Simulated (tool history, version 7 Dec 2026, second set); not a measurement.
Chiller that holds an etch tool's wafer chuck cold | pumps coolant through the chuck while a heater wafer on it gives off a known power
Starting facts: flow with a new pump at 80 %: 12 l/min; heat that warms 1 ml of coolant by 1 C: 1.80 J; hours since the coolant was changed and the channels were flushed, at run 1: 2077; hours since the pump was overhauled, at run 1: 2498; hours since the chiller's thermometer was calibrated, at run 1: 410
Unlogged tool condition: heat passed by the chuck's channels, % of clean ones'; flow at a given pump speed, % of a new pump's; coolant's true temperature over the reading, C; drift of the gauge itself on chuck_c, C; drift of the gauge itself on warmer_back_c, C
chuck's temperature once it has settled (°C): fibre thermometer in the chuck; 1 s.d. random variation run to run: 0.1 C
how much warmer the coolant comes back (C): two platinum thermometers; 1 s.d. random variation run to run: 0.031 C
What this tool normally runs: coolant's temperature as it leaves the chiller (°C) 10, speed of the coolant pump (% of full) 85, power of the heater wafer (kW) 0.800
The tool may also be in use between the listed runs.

run,hour,coolant's temperature as it leaves the chiller (°C),speed of the coolant pump (% of full),power of the heater wafer (kW),hours since the coolant was changed and the channels were flushed,hours since the pump was overhauled,hours since the chiller's thermometer was calibrated,chuck's temperature once it has settled (°C),how much warmer the coolant comes back (C)
1,0.0,10,85,0.800,2077,2498,410,16.1,2.21
2,112.5,10,85,0.489,2189,2611,523,13.6,1.25
3,261.7,10,85,0.489,2338,2760,672,13.7,1.32
4,394.9,10,70,0.800,2471,2893,805,16.7,2.60
5,479.9,10,70,0.800,2556,2978,890,17.0,2.72
6,659.0,10,70,0.800,2736,3157,1069,16.9,2.67
7,767.4,10,85,0.800,2844,3265,1178,16.1,2.18
8,931.0,10,85,0.800,3008,3429,1341,16.1,2.22
9,1051.4,10,85,0.800,3128,3550,1462,16.0,2.23
10,1234.2,10,85,0.800,3311,3732,1645,16.2,2.20
11,1394.6,10,85,0.800,3471,3893,1805,16.3,2.25
12,1468.9,10,85,0.689,3545,3967,1879,15.4,1.97
# hour 1487.9: coolant pump overhauled
13,1641.0,10,85,0.800,3712,153,2046,16.3,2.31
14,1787.9,10,85,0.800,3859,300,2193,16.4,2.38
15,1959.7,10,70,0.800,4031,472,2365,17.4,2.86
16,2126.4,10,70,0.800,4198,639,2532,17.2,2.88
17,2204.1,10,66,1.070,4276,716,2609,20.0,4.07
18,2313.9,10,66,1.070,4385,826,2719,20.3,4.09
19,2468.1,13,70,0.800,4540,980,2873,20.2,2.93
# hour 2551.8: coolant pump overhauled, once more
# hour 2575.3: chiller's thermometer calibrated
20,2603.0,12,88,0.404,4669,50,28,15.2,1.03
21,2687.3,12,88,0.404,4753,134,112,15.0,1.02
22,2853.8,12,88,0.404,4919,301,279,14.9,1.04
23,2964.6,12,88,0.404,5030,412,389,15.0,0.96
24,3040.8,12,88,0.404,5106,488,466,15.0,0.99
25,3195.1,12,96,0.404,5261,642,620,14.7,0.92
26,3369.8,12,81,0.646,5435,817,795,17.2,1.82
27,3492.7,9,77,0.602,5558,940,917,13.9,1.76
28,3674.9,10,68,0.437,5740,1122,1100,13.9,1.40
29,3758.5,10,83,0.622,5824,1206,1183,15.0,1.73
30,3921.1,10,62,0.622,5987,1368,1346,15.9,2.29
31,4020.0,10,77,0.656,6086,1467,1445,15.4,1.95

Consider 3 possible next runs. They are alternatives, not a sequence: every one starts from the tool as it was left by run 31. What does each give?
A,4145.2,10,61,0.603,6211,1592,1570,?,?
B,4145.2,17,69,0.511,6211,1592,1570,?,?
C,4145.2,4,88,1.015,6211,1592,1570,?,?

run,chuck's temperature once it has settled (°C),how much warmer the coolant comes back (C)
A,15.7,2.27
B,21.4,1.70
C,12.0,2.62
With the hidden condition removed and each run's random variation left untouched, the same runs would have given:
run,chuck's temperature once it has settled (°C),how much warmer the coolant comes back (C)
A,15.1,2.21
B,21.0,1.65
C,11.1,2.55

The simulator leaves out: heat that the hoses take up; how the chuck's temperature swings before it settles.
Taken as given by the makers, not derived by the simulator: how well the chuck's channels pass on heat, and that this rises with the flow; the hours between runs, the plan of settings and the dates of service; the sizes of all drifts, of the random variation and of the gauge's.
